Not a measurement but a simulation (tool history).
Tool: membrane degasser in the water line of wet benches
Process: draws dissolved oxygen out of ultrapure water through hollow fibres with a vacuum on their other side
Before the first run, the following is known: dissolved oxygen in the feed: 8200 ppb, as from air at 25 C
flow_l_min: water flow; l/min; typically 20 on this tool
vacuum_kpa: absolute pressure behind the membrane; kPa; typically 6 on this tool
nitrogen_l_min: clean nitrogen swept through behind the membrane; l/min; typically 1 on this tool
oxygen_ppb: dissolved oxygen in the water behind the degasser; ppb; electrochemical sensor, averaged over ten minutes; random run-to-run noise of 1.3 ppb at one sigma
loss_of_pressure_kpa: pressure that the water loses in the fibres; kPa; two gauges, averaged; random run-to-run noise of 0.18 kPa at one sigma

run,day,flow_l_min,vacuum_kpa,nitrogen_l_min,oxygen_ppb,loss_of_pressure_kpa
1,0,20,6,1,132.9,30.14
2,1.2,20,6,1,136.9,30.64
3,2.588,20,6,1,136.1,30.05
4,3.508,20,6,1,136.3,30.4
5,5.288,20,6,1,136.5,30.19
6,6.05,20,6,1,135.3,30.02
7,7.054,30,6,1,220.3,45.58
8,8.375,20,6,1.04,130.9,30.38
9,9.262,20,6,1.04,132.2,30.34
# day 9.45: vacuum gauge calibrated
10,10.508,20,8.69,1,262.6,30.44
11,12.288,20,6,1,142.6,30.24
12,13.117,29,3.72,0.52,113,44.06
13,14.983,29,3.72,0.52,115,43.79
14,16.033,17,8.48,0.52,364.7,25.78
# day 17.167: vacuum gauge calibrated, once more
15,17.462,20,4.09,2.7,20.4,30.47
16,19.342,20,4.09,2.7,20.2,30.6
17,20.758,20,4.09,2.7,20.4,30.6
18,21.758,20,13.82,1.59,304,30.44
19,22.958,26,6,0.87,193.2,39.51
20,24.383,13,6.54,1.28,82.3,20.02
21,25.75,19,3.72,0.58,40.1,29.12

Consider 5 possible next runs. They are alternatives, not a sequence: every one starts from the tool as it was left by run 21. What does each give?
A,26.621,20,6,1.1,?,?
B,26.621,20,6,0.92,?,?
C,26.621,20,6.82,1,?,?
D,26.621,24,6,1,?,?
E,26.621,14,12.36,2.61,?,?

run,oxygen_ppb,loss_of_pressure_kpa
A,119.4,30.57
B,140.9,30.48
C,163.5,30.42
D,156.8,36.46
E,119.7,21.24
With no hidden state in the tool, these same runs would have given:
run,oxygen_ppb,loss_of_pressure_kpa
A,117.3,30.29
B,138.5,30.21
C,161.1,30.15
D,154.1,36.13
E,117.9,21.05
